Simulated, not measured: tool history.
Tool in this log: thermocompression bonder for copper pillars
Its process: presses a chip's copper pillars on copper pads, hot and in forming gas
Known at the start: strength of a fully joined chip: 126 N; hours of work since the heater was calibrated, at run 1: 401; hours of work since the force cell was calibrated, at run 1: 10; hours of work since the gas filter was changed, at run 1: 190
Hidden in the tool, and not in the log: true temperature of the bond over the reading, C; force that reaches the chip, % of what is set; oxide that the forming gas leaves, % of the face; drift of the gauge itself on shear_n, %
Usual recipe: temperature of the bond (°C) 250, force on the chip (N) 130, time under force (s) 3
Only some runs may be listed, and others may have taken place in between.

run     day  temperature of the bond (°C)  force on the chip (N)  time under force (s)  hours of work since the heater was calibrated  hours of work since the force cell was calibrated  hours of work since the gas filter was changed  force that shears a chip off (N)
  1   0.000                           250                    130                     3                                            401                                                 10                                             190                              48.6
  2   0.800                           250                    130                     3                                            410                                                 19                                             199                              48.3
  3   1.792                           250                    130                     5                                            422                                                 31                                             211                              58.7
  4   2.800                           250                    130                     5                                            433                                                 43                                             223                              58.5
  5   3.700                           250                    130                     5                                            444                                                 53                                             233                              56.5
  6   4.571                           250                    130                     3                                            454                                                 63                                             244                              47.1
  7   5.550                           250                    130                     3                                            466                                                 75                                             255                              47.5
  8   6.008                           250                    130                     3                                            471                                                 80                                             260                              46.1
      6.133  -- force cell calibrated
  9   6.600                           277                    157                     3                                            477                                                  5                                             267                              81.8
 10   7.079                           277                    157                     2                                            483                                                 11                                             272                              72.7
 11   8.083                           231                    123                     2                                            495                                                 23                                             284                              25.4
      8.296  -- force cell calibrated, once more
 12   9.150                           280                    130                     3                                            506                                                 10                                             296                              74.4
 13  10.154                           242                    110                     3                                            518                                                 22                                             307                              33.4
 14  10.667                           234                    130                     3                                            524                                                 28                                             314                              34.0
 15  11.138                           235                    126                     4                                            530                                                 33                                             319                              38.7
 16  11.879                           235                    126                     4                                            538                                                 42                                             328                              37.5

3 ways to go on from here, each from the tool as it stands after run 16. What would each give?
  A  12.521                           245                    126                     4                                            546                                                 50                                             335                                 ?
  B  12.521                           250                    133                     3                                            546                                                 50                                             335                                 ?
  C  12.521                           235                    125                     4                                            546                                                 50                                             335                                 ?

run  force that shears a chip off (N)
  A                              46.0
  B                              47.2
  C                              38.0
Without the tool's unlogged condition, the same runs would have read:
run  force that shears a chip off (N)
  A                              58.1
  B                              59.4
  C                              48.7
